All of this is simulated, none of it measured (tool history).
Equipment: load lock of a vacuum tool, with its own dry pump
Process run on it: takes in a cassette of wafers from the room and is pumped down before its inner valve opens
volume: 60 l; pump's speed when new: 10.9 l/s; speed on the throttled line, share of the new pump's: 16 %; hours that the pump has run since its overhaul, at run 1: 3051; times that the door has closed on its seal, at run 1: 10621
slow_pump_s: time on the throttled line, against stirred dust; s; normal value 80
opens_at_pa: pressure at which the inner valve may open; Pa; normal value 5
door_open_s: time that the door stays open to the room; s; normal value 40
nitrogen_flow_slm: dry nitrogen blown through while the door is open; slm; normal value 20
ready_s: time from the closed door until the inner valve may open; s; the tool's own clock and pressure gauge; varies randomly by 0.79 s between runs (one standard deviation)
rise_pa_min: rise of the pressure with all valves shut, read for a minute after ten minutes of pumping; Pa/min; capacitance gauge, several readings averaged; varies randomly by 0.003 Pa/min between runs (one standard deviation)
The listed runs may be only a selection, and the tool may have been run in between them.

run    hour  slow_pump_s  opens_at_pa  door_open_s  nitrogen_flow_slm  hours that the pump has run since its overhaul  times that the door has closed on its seal  incoming humidity of the room's air, %  ready_s  rise_pa_min
  1       0           80            5           40                 20                                            3051                                       10621                                    45.3    122.7        0.086
  2   148.6           80            5           40                 20                                            3199                                       11030                                    45.5    122.5         0.08
  3     296           80            5           40                 20                                            3347                                       11435                                    42.6    123.8        0.091
  4   407.1           80            5           40                 20                                            3458                                       11740                                    43.6      123        0.096
  5   557.6          121            5           40                 20                                            3608                                       12154                                    44.8    157.9        0.096
  6   651.8           80            5           40                  4                                            3703                                       12413                                    48.3    122.4        0.115
  7   796.1           80            5           40                  4                                            3847                                       12810                                    43.3    124.3        0.114
  8   902.1           80            5           30                 20                                            3953                                       13102                                    46.2    123.4        0.106
  9  1008.7           80            5           30                 20                                            4059                                       13394                                    43.8    123.2        0.111
 10  1138.4           80            5           30                 20                                            4189                                       13751                                    46.4    125.1        0.112
 11  1223.1           80            5           30                 20                                            4274                                       13984                                    48.9      124        0.119
 12  1368.8           80            5           30                 20                                            4420                                       14385                                    47.3    123.8         0.12
 13    1455           80            5           30                 20                                            4506                                       14622                                    47.1    122.5        0.125
 14  1542.8           80            5           30                 20                                            4594                                       14863                                    45.1    122.9        0.124
 15  1652.1           80            7           40                 18                                            4703                                       15164                                    42.7    121.4        0.134
 16  1833.7           68            4           30                  8                                            4885                                       15663                                    45.5    113.7        0.146
 17  2018.3           75            4           55                  8                                            5069                                       16171                                    45.9    120.2        0.156
 18  2133.8           77            8          119                 41                                            5185                                       16488                                    46.4    117.9        0.157
 19  2233.8           80            9           40                 20                                            5285                                       16764                                    45.6    120.4         0.15
 20  2384.7           50            7          151                 11                                            5436                                       17178                                    45.3     96.4        0.189
 21  2527.8           80            5          125                 24                                            5579                                       17572                                    43.6    124.1         0.17
 22  2664.5           82            5          126                 20                                            5715                                       17948                                    44.4    125.3        0.178
 23    2851           82            8           63                 20                                            5902                                       18461                                    49.8    122.4        0.183
 24  2993.7          150            6           40                 20                                            6044                                       18853                                    43.5    180.7        0.181
 25  3160.7          154            5           40                 20                                            6212                                       19312                                      41    185.9        0.182

Each row is a separate what-if for the run after 25, all from the same tool condition, not one after another. Results?
  A  3270.4           80            6           40                 20                                            6321                                       19614                                    44.5        ?            ?
  B  3270.4           46            5           40                 20                                            6321                                       19614                                    42.9        ?            ?
  C  3270.4          154            5           40                 40                                            6321                                       19614                                    40.4        ?            ?
  D  3270.4          103            4           40                 19                                            6321                                       19614                                    43.9        ?            ?
  E  3270.4           59            5          163                 20                                            6321                                       19614                                    45.8        ?            ?

run  ready_s  rise_pa_min
  A    123.3         0.19
  B     95.7        0.196
  C    186.3        0.186
  D    145.2        0.186
  E    105.6        0.217
Had the tool no hidden state, the same runs would have come out as:
run  ready_s  rise_pa_min
  A    121.7        0.019
  B     94.1        0.025
  C    185.2        0.014
  D    143.8        0.015
  E    104.1        0.045

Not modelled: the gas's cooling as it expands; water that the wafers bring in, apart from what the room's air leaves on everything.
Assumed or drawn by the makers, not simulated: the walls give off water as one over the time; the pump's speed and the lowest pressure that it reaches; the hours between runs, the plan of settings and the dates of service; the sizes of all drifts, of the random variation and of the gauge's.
